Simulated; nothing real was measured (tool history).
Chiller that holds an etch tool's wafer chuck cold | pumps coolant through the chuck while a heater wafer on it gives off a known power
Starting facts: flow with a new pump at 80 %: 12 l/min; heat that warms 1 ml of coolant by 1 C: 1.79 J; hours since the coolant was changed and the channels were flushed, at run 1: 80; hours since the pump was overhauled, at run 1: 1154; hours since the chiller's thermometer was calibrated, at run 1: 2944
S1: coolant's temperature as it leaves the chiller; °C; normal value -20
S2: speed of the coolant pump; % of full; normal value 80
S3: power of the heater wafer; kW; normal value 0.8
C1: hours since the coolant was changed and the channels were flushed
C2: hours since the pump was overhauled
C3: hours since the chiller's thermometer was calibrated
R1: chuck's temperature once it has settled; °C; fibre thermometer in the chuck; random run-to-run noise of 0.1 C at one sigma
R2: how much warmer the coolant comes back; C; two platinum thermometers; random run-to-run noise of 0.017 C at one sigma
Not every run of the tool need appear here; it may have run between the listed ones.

{"run": 1, "hour": 0.0, "S1": -20, "S2": 80, "S3": 0.8, "C1": 80, "C2": 1154, "C3": 2944, "R1": -11.9, "R2": 2.22}
{"run": 2, "hour": 120.7, "S1": -20, "S2": 80, "S3": 0.8, "C1": 201, "C2": 1275, "C3": 3065, "R1": -12, "R2": 2.24}
{"run": 3, "hour": 212.2, "S1": -20, "S2": 80, "S3": 0.8, "C1": 292, "C2": 1366, "C3": 3157, "R1": -12, "R2": 2.24}
{"run": 4, "hour": 309.2, "S1": -20, "S2": 80, "S3": 0.8, "C1": 389, "C2": 1463, "C3": 3254, "R1": -12.1, "R2": 2.26}
{"run": 5, "hour": 382.1, "S1": -20, "S2": 80, "S3": 0.8, "C1": 462, "C2": 1536, "C3": 3327, "R1": -12.1, "R2": 2.2}
{"run": 6, "hour": 481.0, "S1": -20, "S2": 80, "S3": 0.454, "C1": 561, "C2": 1635, "C3": 3425, "R1": -15.4, "R2": 1.28}
{"run": 7, "hour": 602.5, "S1": -20, "S2": 80, "S3": 0.454, "C1": 683, "C2": 1757, "C3": 3547, "R1": -15.5, "R2": 1.3}
{"run": 8, "hour": 674.5, "S1": -20, "S2": 80, "S3": 0.454, "C1": 755, "C2": 1829, "C3": 3619, "R1": -15.5, "R2": 1.26}
{"run": 9, "hour": 745.3, "S1": -20, "S2": 80, "S3": 0.775, "C1": 825, "C2": 1899, "C3": 3690, "R1": -12.3, "R2": 2.16}
{"run": 10, "hour": 866.6, "S1": -20, "S2": 80, "S3": 0.775, "C1": 947, "C2": 2021, "C3": 3811, "R1": -12.3, "R2": 2.19}
{"run": 11, "hour": 951.5, "S1": -20, "S2": 80, "S3": 0.775, "C1": 1032, "C2": 2106, "C3": 3896, "R1": -12.4, "R2": 2.18}
{"run": 12, "hour": 1059.6, "S1": -20, "S2": 80, "S3": 0.472, "C1": 1140, "C2": 2214, "C3": 4004, "R1": -15.3, "R2": 1.33}
{"run": 13, "hour": 1119.3, "S1": -20, "S2": 80, "S3": 0.472, "C1": 1199, "C2": 2273, "C3": 4064, "R1": -15.4, "R2": 1.35}
{"run": 14, "hour": 1188.3, "S1": -20, "S2": 80, "S3": 0.8, "C1": 1268, "C2": 2342, "C3": 4133, "R1": -11.9, "R2": 2.24}
{"run": 15, "hour": 1317.9, "S1": -20, "S2": 80, "S3": 0.8, "C1": 1398, "C2": 2472, "C3": 4262, "R1": -12.1, "R2": 2.23}
{"run": 16, "hour": 1378.1, "S1": -20, "S2": 80, "S3": 0.8, "C1": 1458, "C2": 2532, "C3": 4323, "R1": -11.9, "R2": 2.22}
{"run": 17, "hour": 1453.6, "S1": -24, "S2": 98, "S3": 0.558, "C1": 1534, "C2": 2608, "C3": 4398, "R1": -19.2, "R2": 1.25}
{"run": 18, "hour": 1556.2, "S1": -25, "S2": 98, "S3": 0.409, "C1": 1636, "C2": 2710, "C3": 4501, "R1": -21.5, "R2": 0.91}
{"run": 19, "hour": 1672.9, "S1": -27, "S2": 60, "S3": 1.104, "C1": 1753, "C2": 2827, "C3": 4617, "R1": -13.5, "R2": 4.23}
{"run": 20, "hour": 1756.2, "S1": -17, "S2": 91, "S3": 0.458, "C1": 1836, "C2": 2910, "C3": 4701, "R1": -12.8, "R2": 1.09}
{"run": 21, "hour": 1828.8, "S1": -17, "S2": 91, "S3": 0.458, "C1": 1909, "C2": 2983, "C3": 4773, "R1": -12.8, "R2": 1.1}
{"run": 22, "hour": 1938.2, "S1": -29, "S2": 70, "S3": 0.458, "C1": 2018, "C2": 3092, "C3": 4883, "R1": -23.9, "R2": 1.5}
{"run": 23, "hour": 1997.9, "S1": -20, "S2": 80, "S3": 0.567, "C1": 2078, "C2": 3152, "C3": 4942, "R1": -14.4, "R2": 1.59}
{"run": 24, "hour": 2054.6, "S1": -20, "S2": 62, "S3": 0.8, "C1": 2135, "C2": 3209, "C3": 4999, "R1": -10.3, "R2": 2.99}
{"run": 25, "hour": 2138.5, "S1": -16, "S2": 80, "S3": 1.095, "C1": 2219, "C2": 3293, "C3": 5083, "R1": -4.9, "R2": 3.08}
{"run": 26, "hour": 2217.1, "S1": -16, "S2": 80, "S3": 1.095, "C1": 2297, "C2": 3371, "C3": 5162, "R1": -5.2, "R2": 3.05}
{"run": 27, "hour": 2307.9, "S1": -29, "S2": 93, "S3": 1.095, "C1": 2388, "C2": 3462, "C3": 5252, "R1": -19, "R2": 2.58}
{"run": 28, "hour": 2442.5, "S1": -19, "S2": 80, "S3": 0.8, "C1": 2523, "C2": 3597, "C3": 5387, "R1": -10.9, "R2": 2.23}
{"run": 29, "hour": 2506.8, "S1": -17, "S2": 74, "S3": 0.671, "C1": 2587, "C2": 3661, "C3": 5451, "R1": -9.9, "R2": 2.03}
{"run": 30, "hour": 2625.9, "S1": -24, "S2": 80, "S3": 0.834, "C1": 2706, "C2": 3780, "C3": 5570, "R1": -15.8, "R2": 2.31}
{"run": 31, "hour": 2697.8, "S1": -18, "S2": 90, "S3": 0.921, "C1": 2778, "C2": 3852, "C3": 5642, "R1": -9.7, "R2": 2.26}

Consider 4 possible next runs. They are alternatives, not a sequence: every one starts from the tool as it was left by run 31. What does each give?
{"run": "A", "hour": 2801.5, "S1": -11, "S2": 73, "S3": 1.154, "C1": 2882, "C2": 3956, "C3": 5746, "R1": "?", "R2": "?"}
{"run": "B", "hour": 2801.5, "S1": -20, "S2": 80, "S3": 0.8, "C1": 2882, "C2": 3956, "C3": 5746, "R1": "?", "R2": "?"}
{"run": "C", "hour": 2801.5, "S1": -20, "S2": 66, "S3": 0.8, "C1": 2882, "C2": 3956, "C3": 5746, "R1": "?", "R2": "?"}
{"run": "D", "hour": 2801.5, "S1": -14, "S2": 82, "S3": 0.559, "C1": 2882, "C2": 3956, "C3": 5746, "R1": "?", "R2": "?"}

run=A R1=1.3 R2=3.56
run=B R1=-11.9 R2=2.26
run=C R1=-10.8 R2=2.8
run=D R1=-8.5 R2=1.54
Stripped of hidden state, with their random variation kept, the same runs would have yielded:
run=A R1=1.3 R2=3.56
run=B R1=-11.9 R2=2.26
run=C R1=-10.8 R2=2.8
run=D R1=-8.5 R2=1.54

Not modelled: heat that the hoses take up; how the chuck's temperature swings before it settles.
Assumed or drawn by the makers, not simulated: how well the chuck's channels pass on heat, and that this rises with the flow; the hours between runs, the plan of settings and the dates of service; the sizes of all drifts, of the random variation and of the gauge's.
